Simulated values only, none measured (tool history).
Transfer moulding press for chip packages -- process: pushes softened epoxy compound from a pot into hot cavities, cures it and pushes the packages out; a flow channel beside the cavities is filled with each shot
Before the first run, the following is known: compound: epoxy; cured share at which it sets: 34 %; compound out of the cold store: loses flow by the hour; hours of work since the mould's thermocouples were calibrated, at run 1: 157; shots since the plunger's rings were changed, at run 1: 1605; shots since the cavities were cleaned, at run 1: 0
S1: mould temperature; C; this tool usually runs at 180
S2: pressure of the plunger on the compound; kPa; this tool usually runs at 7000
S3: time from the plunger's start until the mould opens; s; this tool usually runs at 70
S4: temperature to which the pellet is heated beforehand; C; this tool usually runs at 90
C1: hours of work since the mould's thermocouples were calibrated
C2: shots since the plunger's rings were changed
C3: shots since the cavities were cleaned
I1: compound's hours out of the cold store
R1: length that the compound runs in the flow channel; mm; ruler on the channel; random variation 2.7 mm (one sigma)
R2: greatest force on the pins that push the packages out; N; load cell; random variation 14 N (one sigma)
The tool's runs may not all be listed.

run,day,S1,S2,S3,S4,C1,C2,C3,I1,R1,R2
1,0,180,7000,70,90,157,1605,0,15.7,616,654
# day 2.429: cavities cleaned with cleaning compound and waxed
2,2.946,180,7000,70,90,192,2397,143,13.6,620,644
3,4.271,180,7000,70,90,208,2760,506,28.6,592,623
# day 4.9: cavities cleaned with cleaning compound and waxed
# day 5.575: plunger's sealing rings changed
4,6.262,180,7000,70,90,230,189,345,18.9,611,646
# day 7.258: cavities cleaned with cleaning compound and waxed
5,7.638,180,7000,70,90,246,549,104,23.4,605,631
# day 9.667: cavities cleaned with cleaning compound and waxed
6,10.721,180,7000,70,84,283,1378,290,10.2,631,713
# day 11.992: cavities cleaned with cleaning compound and waxed
7,13.188,180,7000,105,90,312,2036,327,15.5,619,323
# day 14.271: cavities cleaned with cleaning compound and waxed
8,15.229,180,7000,105,90,336,2580,263,12.2,625,317
# day 16.671: cavities cleaned with cleaning compound and waxed
# day 17.212: plunger's sealing rings changed
9,17.25,180,7000,105,90,358,10,130,44.6,562,323
# day 19.058: cavities cleaned with cleaning compound and waxed
10,19.875,180,7000,105,90,389,713,225,28.7,597,334
# day 21.396: cavities cleaned with cleaning compound and waxed
11,22.825,180,7000,105,90,424,1505,392,31.8,586,329
# day 23.738: cavities cleaned with cleaning compound and waxed
12,25.5,180,7000,105,90,456,2222,483,34.3,583,310
# day 26.175: cavities cleaned with cleaning compound and waxed
13,26.954,186,7000,70,90,473,2603,213,11.6,611,445
# day 28.717: plunger's sealing rings changed
# day 28.779: cavities cleaned with cleaning compound and waxed
14,29.762,186,7000,70,90,504,270,270,15.5,607,443
# day 31.15: mould's thermocouples calibrated
# day 31.212: cavities cleaned with cleaning compound and waxed
15,31.525,175,8260,99,86,4,713,86,10.6,693,404
# day 33.575: cavities cleaned with cleaning compound and waxed
16,33.575,175,8260,90,86,28,1258,0,34.4,642,448
# day 35.946: cavities cleaned with cleaning compound and waxed
17,36.354,175,8260,90,86,61,2003,112,35.4,642,462
# day 38.2: cavities cleaned with cleaning compound and waxed
18,38.392,180,7000,70,93,85,2545,53,25.5,594,607
# day 40.312: plunger's sealing rings changed
# day 40.662: cavities cleaned with cleaning compound and waxed
19,41.079,185,8180,70,100,115,193,114,46.6,592,412
20,42.408,183,6040,57,92,131,558,479,10,578,979
# day 43.075: cavities cleaned with cleaning compound and waxed
# day 45.442: cavities cleaned with cleaning compound and waxed
21,45.533,180,7000,89,90,168,1381,25,22.1,605,377
22,47.575,182,7000,70,99,192,1940,584,13.2,616,538
# day 47.875: cavities cleaned with cleaning compound and waxed
# day 50.188: cavities cleaned with cleaning compound and waxed
23,50.529,182,7000,70,90,227,2716,93,30.7,580,534
# day 52.067: plunger's sealing rings changed
24,52.338,182,7000,70,90,247,75,561,25,590,551
# day 52.621: cavities cleaned with cleaning compound and waxed
# day 55.004: cavities cleaned with cleaning compound and waxed
25,55.292,182,7000,70,81,281,851,80,44,562,533
# day 57.458: cavities cleaned with cleaning compound and waxed
26,57.967,184,5440,70,81,313,1567,139,26.2,523,490

Take each entry between the runs: how does the hidden state at the last listed run before it differ from the hidden state at the first listed run after it?
Logged between run 1 and run 2: cavities cleaned with cleaning compound and waxed (day 2.429)
  pressure that reaches the compound, % of what is set: 99.84 -> 99.77; grip of the stained cavities, % over clean ones': 0 -> 0.5
  measured minus no-state result, R2: +0 -> +4 N
Logged between run 3 and run 4: cavities cleaned with cleaning compound and waxed (day 4.9); plunger's sealing rings changed (day 5.575)
  pressure that reaches the compound, % of what is set: 99.73 -> 99.98; grip of the stained cavities, % over clean ones': 1.5 -> 1.3
  measured minus no-state result, R2: +9 -> +8 N
Logged between run 4 and run 5: cavities cleaned with cleaning compound and waxed (day 7.258)
  true mould temperature over the reading, C: 0 -> -0.01; pressure that reaches the compound, % of what is set: 99.98 -> 99.95; grip of the stained cavities, % over clean ones': 1.3 -> 0.4
  measured minus no-state result, R2: +8 -> +3 N
Logged between run 5 and run 6: cavities cleaned with cleaning compound and waxed (day 9.667)
  pressure that reaches the compound, % of what is set: 99.95 -> 99.88; grip of the stained cavities, % over clean ones': 0.4 -> 1
  measured minus no-state result, R2: +3 -> +7 N
Logged between run 6 and run 7: cavities cleaned with cleaning compound and waxed (day 11.992)
  pressure that reaches the compound, % of what is set: 99.88 -> 99.83; grip of the stained cavities, % over clean ones': 1 -> 1.1
  measured minus no-state result, R2: +7 -> +3 N
Logged between run 7 and run 8: cavities cleaned with cleaning compound and waxed (day 14.271)
  pressure that reaches the compound, % of what is set: 99.83 -> 99.78; grip of the stained cavities, % over clean ones': 1.1 -> 0.9
  measured minus no-state result, R2: +3 -> +3 N
Logged between run 8 and run 9: cavities cleaned with cleaning compound and waxed (day 16.671); plunger's sealing rings changed (day 17.212)
  pressure that reaches the compound, % of what is set: 99.78 -> 99.99; grip of the stained cavities, % over clean ones': 0.9 -> 0.5
  measured minus no-state result, R2: +3 -> +2 N
Logged between run 9 and run 10: cavities cleaned with cleaning compound and waxed (day 19.058)
  pressure that reaches the compound, % of what is set: 99.99 -> 99.93; grip of the stained cavities, % over clean ones': 0.5 -> 0.8
  measured minus no-state result, R2: +2 -> +3 N
Logged between run 10 and run 11: cavities cleaned with cleaning compound and waxed (day 21.396)
  pressure that reaches the compound, % of what is set: 99.93 -> 99.87; grip of the stained cavities, % over clean ones': 0.8 -> 1.2
  measured minus no-state result, R2: +3 -> +4 N
Logged between run 11 and run 12: cavities cleaned with cleaning compound and waxed (day 23.738)
  true mould temperature over the reading, C: -0.01 -> -0.02; pressure that reaches the compound, % of what is set: 99.87 -> 99.81; grip of the stained cavities, % over clean ones': 1.2 -> 1.5
  measured minus no-state result, R2: +4 -> +5 N
Logged between run 12 and run 13: cavities cleaned with cleaning compound and waxed (day 26.175)
  pressure that reaches the compound, % of what is set: 99.81 -> 99.77; grip of the stained cavities, % over clean ones': 1.5 -> 0.8
  measured minus no-state result, R2: +5 -> +4 N
Logged between run 13 and run 14: plunger's sealing rings changed (day 28.717); cavities cleaned with cleaning compound and waxed (day 28.779)
  pressure that reaches the compound, % of what is set: 99.77 -> 99.97; grip of the stained cavities, % over clean ones': 0.8 -> 1
  measured minus no-state result, R2: +4 -> +5 N
Logged between run 14 and run 15: mould's thermocouples calibrated (day 31.15); cavities cleaned with cleaning compound and waxed (day 31.212)
  true mould temperature over the reading, C: -0.02 -> 0.01; pressure that reaches the compound, % of what is set: 99.97 -> 99.93; grip of the stained cavities, % over clean ones': 1 -> 0.4
  measured minus no-state result, R2: +5 -> +1 N
Logged between run 15 and run 16: cavities cleaned with cleaning compound and waxed (day 33.575)
  true mould temperature over the reading, C: 0.01 -> 0; pressure that reaches the compound, % of what is set: 99.93 -> 99.88; grip of the stained cavities, % over clean ones': 0.4 -> 0
  measured minus no-state result, R2: +1 -> +0 N
Logged between run 16 and run 17: cavities cleaned with cleaning compound and waxed (day 35.946)
  pressure that reaches the compound, % of what is set: 99.88 -> 99.82; grip of the stained cavities, % over clean ones': 0 -> 0.5
  measured minus no-state result, R2: +0 -> +2 N
Logged between run 17 and run 18: cavities cleaned with cleaning compound and waxed (day 38.2)
  pressure that reaches the compound, % of what is set: 99.82 -> 99.77; grip of the stained cavities, % over clean ones': 0.5 -> 0.2
  measured minus no-state result, R2: +2 -> +1 N
Logged between run 18 and run 19: plunger's sealing rings changed (day 40.312); cavities cleaned with cleaning compound and waxed (day 40.662)
  pressure that reaches the compound, % of what is set: 99.77 -> 99.98; grip of the stained cavities, % over clean ones': 0.2 -> 0.5
  measured minus no-state result, R2: +1 -> +2 N
Logged between run 20 and run 21: cavities cleaned with cleaning compound and waxed (day 43.075); cavities cleaned with cleaning compound and waxed (day 45.442)
  pressure that reaches the compound, % of what is set: 99.95 -> 99.88; grip of the stained cavities, % over clean ones': 1.5 -> 0.2
  measured minus no-state result, R2: +14 -> +1 N
Logged between run 22 and run 23: cavities cleaned with cleaning compound and waxed (day 47.875); cavities cleaned with cleaning compound and waxed (day 50.188)
  true mould temperature over the reading, C: 0 -> -0.01; pressure that reaches the compound, % of what is set: 99.83 -> 99.77; grip of the stained cavities, % over clean ones': 1.7 -> 0.4
  measured minus no-state result, R2: +9 -> +3 N
Logged between run 23 and run 24: plunger's sealing rings changed (day 52.067)
  pressure that reaches the compound, % of what is set: 99.77 -> 99.98; grip of the stained cavities, % over clean ones': 0.4 -> 1.6
  measured minus no-state result, R2: +3 -> +8 N
Logged between run 24 and run 25: cavities cleaned with cleaning compound and waxed (day 52.621); cavities cleaned with cleaning compound and waxed (day 55.004)
  pressure that reaches the compound, % of what is set: 99.98 -> 99.91; grip of the stained cavities, % over clean ones': 1.6 -> 0.3
  measured minus no-state result, R2: +8 -> +2 N
Logged between run 25 and run 26: cavities cleaned with cleaning compound and waxed (day 57.458)
  pressure that reaches the compound, % of what is set: 99.91 -> 99.85; grip of the stained cavities, % over clean ones': 0.3 -> 0.6
  measured minus no-state result, R2: +2 -> +3 N
